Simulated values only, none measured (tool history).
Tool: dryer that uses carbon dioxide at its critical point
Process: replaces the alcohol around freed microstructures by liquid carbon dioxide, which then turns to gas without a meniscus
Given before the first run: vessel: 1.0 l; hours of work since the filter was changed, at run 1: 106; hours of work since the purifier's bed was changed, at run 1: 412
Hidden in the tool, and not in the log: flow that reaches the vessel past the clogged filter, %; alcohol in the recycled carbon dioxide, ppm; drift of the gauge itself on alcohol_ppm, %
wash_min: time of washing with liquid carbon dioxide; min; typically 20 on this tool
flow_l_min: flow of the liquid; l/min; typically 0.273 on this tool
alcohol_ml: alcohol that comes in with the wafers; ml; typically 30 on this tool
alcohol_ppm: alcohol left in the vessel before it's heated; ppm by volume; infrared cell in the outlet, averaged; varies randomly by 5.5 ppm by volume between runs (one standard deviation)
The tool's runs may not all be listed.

run	day	wash_min	flow_l_min	alcohol_ml	hours of work since the filter was changed	hours of work since the purifier's bed was changed	alcohol_ppm
1	0.000	20	0.273	30	106	412	260
2	0.862	20	0.273	30	114	420	264
3	1.742	20	0.273	30	122	428	275
4	2.625	20	0.239	30	130	436	420
5	3.571	20	0.239	30	139	445	436
6	4.729	20	0.239	30	149	456	449
7	5.908	13	0.273	30	160	467	1179
8	6.421	13	0.273	30	165	471	1162
9	7.462	14	0.423	42	175	481	261
10	7.967	14	0.423	22	179	486	196
11	9.104	20	0.231	52	190	496	805
12	10.325	18	0.388	21	201	508	145
13	10.975	19	0.247	30	207	514	495
14	11.633	19	0.247	30	213	520	512

Each row is a separate what-if for the run after 14, all from the same tool condition, not one after another. Results?
A	12.725	27	0.280	30	223	530	?
B	12.725	24	0.212	62	223	530	?
C	12.725	19	0.216	30	223	530	?

run	alcohol_ppm
A	149
B	688
C	794
Without the tool's unlogged condition, the same runs would have read:
run	alcohol_ppm
A	24
B	461
C	569
